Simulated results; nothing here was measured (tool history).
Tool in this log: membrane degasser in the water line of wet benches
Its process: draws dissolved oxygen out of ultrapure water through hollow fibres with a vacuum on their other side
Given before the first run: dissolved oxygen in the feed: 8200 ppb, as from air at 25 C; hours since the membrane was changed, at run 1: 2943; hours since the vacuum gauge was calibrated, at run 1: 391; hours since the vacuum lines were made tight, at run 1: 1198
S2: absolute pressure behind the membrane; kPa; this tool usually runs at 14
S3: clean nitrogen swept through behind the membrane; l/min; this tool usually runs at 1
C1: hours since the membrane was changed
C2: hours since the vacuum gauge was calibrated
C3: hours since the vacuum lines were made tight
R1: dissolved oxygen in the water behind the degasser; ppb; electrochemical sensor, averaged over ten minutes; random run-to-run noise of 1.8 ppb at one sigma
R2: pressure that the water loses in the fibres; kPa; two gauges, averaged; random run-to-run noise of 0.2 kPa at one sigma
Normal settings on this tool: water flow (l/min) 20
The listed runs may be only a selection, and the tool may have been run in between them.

Run 1, hour 0: usual settings; C1 2943; C2 391; C3 1198. Result: R1 458.5 ppb, R2 42.5 kPa.
Run 2, hour 53.2: usual settings; C1 2996; C2 444; C3 1252. Result: R1 457.6 ppb, R2 42.92 kPa.
Run 3, hour 103.7: usual settings but S3 1.75 l/min; C1 3047; C2 494; C3 1302. Result: R1 282.4 ppb, R2 43.05 kPa.
Run 4, hour 187.8: usual settings but S3 1.75 l/min; C1 3131; C2 578; C3 1386. Result: R1 282.9 ppb, R2 42.79 kPa.
Run 5, hour 293.8: usual settings but water flow (l/min) 29; C1 3237; C2 684; C3 1492. Result: R1 637.5 ppb, R2 62 kPa.
Run 6, hour 388: usual settings but S2 18.6 kPa; C1 3331; C2 778; C3 1586. Result: R1 640.1 ppb, R2 42.35 kPa.
Run 7, hour 490.9: usual settings but S2 18.6 kPa; C1 3434; C2 881; C3 1689. Result: R1 641.5 ppb, R2 43.21 kPa.
Run 8, hour 559.6: usual settings but S2 9.9 kPa; C1 3503; C2 950; C3 1758. Result: R1 292.7 ppb, R2 43.28 kPa.
Run 9, hour 620.1: usual settings but S2 9.9 kPa; C1 3563; C2 1011; C3 1819. Result: R1 289.8 ppb, R2 42.6 kPa.
Run 10, hour 680.6: usual settings but S2 9.9 kPa; C1 3624; C2 1071; C3 1879. Result: R1 289.1 ppb, R2 42.98 kPa.
Run 11, hour 758.5: usual settings but water flow (l/min) 25; C1 3702; C2 1149; C3 1957. Result: R1 556.8 ppb, R2 54.35 kPa.
Run 12, hour 867.4: usual settings but water flow (l/min) 24; C1 3810; C2 1258; C3 2066. Result: R1 536.3 ppb, R2 52.03 kPa.
Run 13, hour 914.9: usual settings but water flow (l/min) 24; C1 3858; C2 1305; C3 2113. Result: R1 540 ppb, R2 52.15 kPa.
Run 14, hour 1022.5: usual settings but water flow (l/min) 24; C1 3965; C2 1413; C3 2221. Result: R1 539.6 ppb, R2 51.68 kPa.
Run 15, hour 1074.9: usual settings but water flow (l/min) 24; C1 4018; C2 1465; C3 2273. Result: R1 538.2 ppb, R2 52.32 kPa.
Run 16, hour 1139.4: usual settings but water flow (l/min) 16, S2 16.1 kPa, S3 0.6 l/min; C1 4082; C2 1530; C3 2338. Result: R1 683.1 ppb, R2 34.33 kPa.
Run 17, hour 1234.2: usual settings but S2 8.4 kPa, S3 2.73 l/min; C1 4177; C2 1625; C3 2433. Result: R1 92.4 ppb, R2 43.41 kPa.
Run 18, hour 1330.4: usual settings but water flow (l/min) 27, S2 16.3 kPa, S3 0.63 l/min; C1 4273; C2 1721; C3 2529. Result: R1 1008.5 ppb, R2 58.77 kPa.
Run 19, hour 1405.4: usual settings but water flow (l/min) 27, S2 17.2 kPa, S3 0.54 l/min; C1 4348; C2 1796; C3 2604. Result: R1 1186.2 ppb, R2 58.27 kPa.
Run 20, hour 1456.9: usual settings but water flow (l/min) 27, S2 17.2 kPa, S3 0.54 l/min; C1 4400; C2 1847; C3 2655. Result: R1 1197 ppb, R2 58.97 kPa.
Run 21, hour 1508.8: usual settings but S2 8.5 kPa; C1 4452; C2 1899; C3 2707. Result: R1 231.4 ppb, R2 43.44 kPa.
Run 22, hour 1607.4: usual settings but water flow (l/min) 28, S2 8.5 kPa, S3 0.51 l/min; C1 4550; C2 1998; C3 2806. Result: R1 526.7 ppb, R2 61.18 kPa.
Run 23, hour 1654.8: usual settings but water flow (l/min) 31, S2 19 kPa, S3 0.49 l/min; C1 4598; C2 2045; C3 2853. Result: R1 1546.1 ppb, R2 67.81 kPa.
Run 24, hour 1737.6: usual settings but water flow (l/min) 31, S2 19 kPa, S3 0.49 l/min; C1 4681; C2 2128; C3 2936. Result: R1 1557.9 ppb, R2 67.49 kPa.
Run 25, hour 1785.6: usual settings but water flow (l/min) 21, S2 28.7 kPa; C1 4729; C2 2176; C3 2984. Result: R1 1053.5 ppb, R2 45.69 kPa.
Run 26, hour 1892.7: usual settings but S2 10.5 kPa; C1 4836; C2 2283; C3 3091. Result: R1 315.5 ppb, R2 43.83 kPa.
Run 27, hour 1959.4: usual settings but water flow (l/min) 30, S2 14.4 kPa; C1 4902; C2 2350; C3 3158. Result: R1 684.9 ppb, R2 65.85 kPa.
Run 28, hour 2065.8: usual settings but water flow (l/min) 12, S2 17.4 kPa; C1 5009; C2 2456; C3 3264. Result: R1 382.6 ppb, R2 26.22 kPa.

Below are 4 alternative next runs, each starting from the tool's condition after run 28. Predict each:
Run A, hour 2120.3: usual settings but S3 1.79 l/min; C1 5063; C2 2511; C3 3319. Result: R1 ?, R2 ?.
Run B, hour 2120.3: usual settings but water flow (l/min) 19, S2 17.4 kPa, S3 1.98 l/min; C1 5063; C2 2511; C3 3319. Result: R1 ?, R2 ?.
Run C, hour 2120.3: usual settings but water flow (l/min) 17, S2 12.6 kPa, S3 2.35 l/min; C1 5063; C2 2511; C3 3319. Result: R1 ?, R2 ?.
Run D, hour 2120.3: usual settings but water flow (l/min) 12, S2 18.8 kPa; C1 5063; C2 2511; C3 3319. Result: R1 ?, R2 ?.

run     R1     R2
  A  276.6  43.81
  B  312.4  41.03
  C  159.9  37.23
  D  418.1   26.2
Without the tool's unlogged condition, the same runs would have read:
run     R1     R2
  A  276.5  42.69
  B  312.3  39.97
  C  159.9  36.28
  D    418  25.53
